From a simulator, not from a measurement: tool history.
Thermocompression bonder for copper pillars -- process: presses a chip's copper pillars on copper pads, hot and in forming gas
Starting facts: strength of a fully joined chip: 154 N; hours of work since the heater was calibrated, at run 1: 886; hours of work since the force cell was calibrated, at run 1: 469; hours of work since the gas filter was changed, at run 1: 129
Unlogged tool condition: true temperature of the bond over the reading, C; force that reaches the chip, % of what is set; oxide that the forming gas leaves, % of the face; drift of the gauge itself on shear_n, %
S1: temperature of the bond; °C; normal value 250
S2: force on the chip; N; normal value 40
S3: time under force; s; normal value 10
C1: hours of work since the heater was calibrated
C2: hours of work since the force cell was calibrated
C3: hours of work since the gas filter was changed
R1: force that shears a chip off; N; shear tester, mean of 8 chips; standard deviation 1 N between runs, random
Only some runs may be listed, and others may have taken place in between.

Run 1, hour 0: usual settings; C1 886; C2 469; C3 129. Result: R1 100.5 N.
At hour 18: forming gas filter changed.
Run 2, hour 40.1: usual settings but S3 27 s; C1 916; C2 499; C3 17. Result: R1 125.5 N.
Run 3, hour 76.8: usual settings but S3 27 s; C1 944; C2 527; C3 45. Result: R1 126 N.
Run 4, hour 115.3: usual settings but S2 51 N, S3 27 s; C1 973; C2 557; C3 74. Result: R1 135.7 N.
Run 5, hour 145.4: usual settings but S2 51 N, S3 27 s; C1 996; C2 580; C3 97. Result: R1 133.8 N.
Run 6, hour 177.7: usual settings but S2 51 N, S3 27 s; C1 1021; C2 604; C3 122. Result: R1 134 N.
At hour 205.7: forming gas filter changed.
Run 7, hour 210.7: usual settings but S1 232 °C; C1 1046; C2 629; C3 4. Result: R1 78.1 N.
Run 8, hour 241.7: usual settings but S1 267 °C, S2 37 N, S3 7 s; C1 1069; C2 653; C3 27. Result: R1 106.6 N.
Run 9, hour 285.9: usual settings but S2 28 N; C1 1103; C2 687; C3 61. Result: R1 85.3 N.
Run 10, hour 308.8: usual settings but S1 271 °C, S2 43 N; C1 1121; C2 704; C3 79. Result: R1 126.5 N.
Run 11, hour 352.4: usual settings but S1 259 °C, S2 43 N, S3 8 s; C1 1154; C2 737; C3 112. Result: R1 108.8 N.
At hour 391.4: forming gas filter changed.
Run 12, hour 392.7: usual settings but S1 259 °C, S2 43 N, S3 8 s; C1 1184; C2 768; C3 1. Result: R1 109.3 N.
Run 13, hour 421.8: usual settings but S1 227 °C, S2 47 N, S3 18 s; C1 1207; C2 790; C3 23. Result: R1 94.3 N.
Run 14, hour 448.4: usual settings but S1 273 °C, S2 27 N, S3 9 s; C1 1227; C2 810; C3 44. Result: R1 107.5 N.

Hidden condition of the tool, last listed run before each entry between runs versus first listed run after:
Between runs 1 and 2: forming gas filter changed (hour 18)
  oxide that the forming gas leaves, % of the face: 0.72 -> 0.53
Between runs 6 and 7: forming gas filter changed (hour 205.7)
  oxide that the forming gas leaves, % of the face: 0.7 -> 0.51
Between runs 11 and 12: forming gas filter changed (hour 391.4)
  oxide that the forming gas leaves, % of the face: 0.69 -> 0.5
